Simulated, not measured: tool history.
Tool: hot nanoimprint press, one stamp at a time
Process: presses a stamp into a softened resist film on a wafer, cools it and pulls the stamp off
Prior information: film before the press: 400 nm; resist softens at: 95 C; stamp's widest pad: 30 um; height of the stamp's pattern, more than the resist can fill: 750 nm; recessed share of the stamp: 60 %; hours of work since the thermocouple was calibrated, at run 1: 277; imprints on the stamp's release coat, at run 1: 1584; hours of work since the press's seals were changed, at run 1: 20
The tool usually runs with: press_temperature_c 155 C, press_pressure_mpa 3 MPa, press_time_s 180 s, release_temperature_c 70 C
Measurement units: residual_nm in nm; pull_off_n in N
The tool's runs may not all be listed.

run     day  press_temperature_c  press_pressure_mpa  press_time_s  release_temperature_c  hours of work since the thermocouple was calibrated  imprints on the stamp's release coat  hours of work since the press's seals were changed  residual_nm  pull_off_n
  1       0                  155                   3           180                     70                                                  277                                  1584                                                  20        226.8         166
  2   0.446                  155                   3           180                     70                                                  283                                  1614                                                  26          226         161
  3   0.958                  155                   3           180                     70                                                  289                                  1648                                                  32        224.7         166
  4   1.804                  155                   3           180                     70                                                  300                                  1705                                                  43        227.3         168
  5     2.2                  155                   3           180                     70                                                  305                                  1732                                                  48        225.7         163
  6   2.729                  155                   3           100                     70                                                  311                                  1767                                                  54        270.1         166
  7   3.575                  155                   3           180                     70                                                  322                                  1824                                                  65        225.3         164
  8   4.021                  155                   3           180                     70                                                  327                                  1854                                                  70        227.2         171
  9   4.488                  155                   3           180                     70                                                  333                                  1885                                                  76        225.5         166
 10   5.229                  156                   3           180                     70                                                  342                                  1934                                                  85        213.2         173
 11   5.754                  156                   3           180                     70                                                  349                                  1970                                                  91        211.8         169
      6.108  -- stamp cleaned and given a new release coat
 12   6.475                  155                1.83           180                     62                                                  354                                    24                                                  97        267.1         162
 13   6.858                  155                1.83           180                     62                                                  359                                    50                                                 102        265.8         159
      7.542  -- plate thermocouple calibrated
 14   7.546                  155                1.83           180                     62                                                    0                                    88                                                 109        267.4         164
 15   8.017                  150                1.83           180                     62                                                    6                                   119                                                 115          321         166
 16   8.658                  155                4.15           180                     70                                                   14                                   162                                                 123        197.2         150
 17   9.171                  155                4.15           180                     70                                                   20                                   197                                                 129        197.3         152
 18   9.604                  156                1.81           180                     72                                                   25                                   226                                                 134        256.1         143
 19  10.354                  156                1.81           180                     72                                                   35                                   276                                                 144        254.9         142

Here are 3 independent what-if runs from the current tool condition. What would each one return?
  A  11.167                  148                4.23           180                     59                                                   45                                   330                                                 154            ?           ?
  B  11.167                  162                3.51           180                     64                                                   45                                   330                                                 154            ?           ?
  C  11.167                  156                 3.1           277                     57                                                   45                                   330                                                 154            ?           ?

run  residual_nm  pull_off_n
  A        285.8         172
  B        136.9         158
  C        179.2         178
What these runs would have given with no unlogged condition in the tool:
run  residual_nm  pull_off_n
  A        287.4         168
  B          138         155
  C        180.8         174

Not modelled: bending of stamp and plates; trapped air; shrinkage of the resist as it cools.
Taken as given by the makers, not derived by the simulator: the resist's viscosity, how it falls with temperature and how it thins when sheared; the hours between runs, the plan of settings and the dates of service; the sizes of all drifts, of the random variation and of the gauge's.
